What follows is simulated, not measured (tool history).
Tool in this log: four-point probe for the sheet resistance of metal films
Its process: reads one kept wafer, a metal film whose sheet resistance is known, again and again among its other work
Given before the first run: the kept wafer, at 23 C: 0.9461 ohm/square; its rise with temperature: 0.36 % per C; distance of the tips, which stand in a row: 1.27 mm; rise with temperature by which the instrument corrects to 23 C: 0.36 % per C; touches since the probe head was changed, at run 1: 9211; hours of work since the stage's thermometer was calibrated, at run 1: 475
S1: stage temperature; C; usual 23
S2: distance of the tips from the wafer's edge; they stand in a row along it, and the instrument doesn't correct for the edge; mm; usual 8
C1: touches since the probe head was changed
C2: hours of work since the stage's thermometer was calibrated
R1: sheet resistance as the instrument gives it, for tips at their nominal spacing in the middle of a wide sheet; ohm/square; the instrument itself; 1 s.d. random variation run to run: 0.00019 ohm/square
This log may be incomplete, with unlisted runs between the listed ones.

run,hour,S1,S2,C1,C2,R1
1,0.0,23,8,9211,475,0.957671
2,15.0,23,8,9362,482,0.958240
3,39.9,23,8,9612,494,0.957556
4,52.8,23,8,9741,500,0.957484
5,65.8,23,8,9872,506,0.957573
6,91.1,23,8,10126,518,0.957609
7,118.7,23,8,10403,532,0.957598
8,143.8,23,8,10656,544,0.957529
9,162.2,31,8,10841,552,0.957899
10,187.0,31,8,11090,564,0.957887
11,201.2,21,8,11233,571,0.957597
12,217.6,21,8,11397,579,0.957493
13,234.8,21,8,11571,587,0.957602
14,258.1,23,56,11804,598,0.945176
15,276.1,23,56,11985,607,0.945111
16,294.6,23,56,12171,616,0.945627
17,320.9,23,56,12436,628,0.944959
# hour 322.8: stage's thermometer calibrated
18,339.6,23,8,12618,8,0.957218
19,351.2,23,8,12735,14,0.957097
20,378.4,23,13,13008,27,0.949692
# hour 380.9: stage's thermometer calibrated, once more
21,393.8,23,13,13158,6,0.950949
22,415.4,23,5,13375,17,0.977000
23,426.9,23,5,13490,22,0.977164
24,448.5,20,56,13708,32,0.945597
25,468.0,24,72,13904,42,0.945785
26,486.7,18,27,14092,51,0.946421
27,513.7,34,37,14363,64,0.946387
28,524.8,23,45,14474,69,0.945850
29,552.3,23,45,14751,82,0.945728
30,575.2,18,3,14981,93,1.027923
31,600.2,18,3,15232,105,1.027699
32,624.4,23,63,15475,117,0.945789
33,651.5,23,63,15748,130,0.945975
34,669.0,26,40,15924,138,0.945855
35,690.9,26,40,16144,149,0.946264
36,709.3,24,24,16329,157,0.946672
37,730.2,30,15,16539,167,0.949147
38,743.9,20,53,16676,174,0.945353
39,756.0,26,3,16798,180,1.028485
40,771.7,20,20,16956,187,0.947296
41,785.5,26,3,17094,194,1.027951
42,804.7,26,3,17288,203,1.028145
43,817.3,24,5,17414,209,0.977296
44,837.8,21,16,17620,219,0.948430

Branching from run 44: 3 alternative next runs. What would each branch give?
A,857.6,21,13,17819,228,?
B,857.6,26,45,17819,228,?
C,857.6,20,64,17819,228,?

run,R1
A,0.950084
B,0.945915
C,0.945438
Had the tool no hidden state, the same runs would have come out as:
run,R1
A,0.950849
B,0.946681
C,0.946199
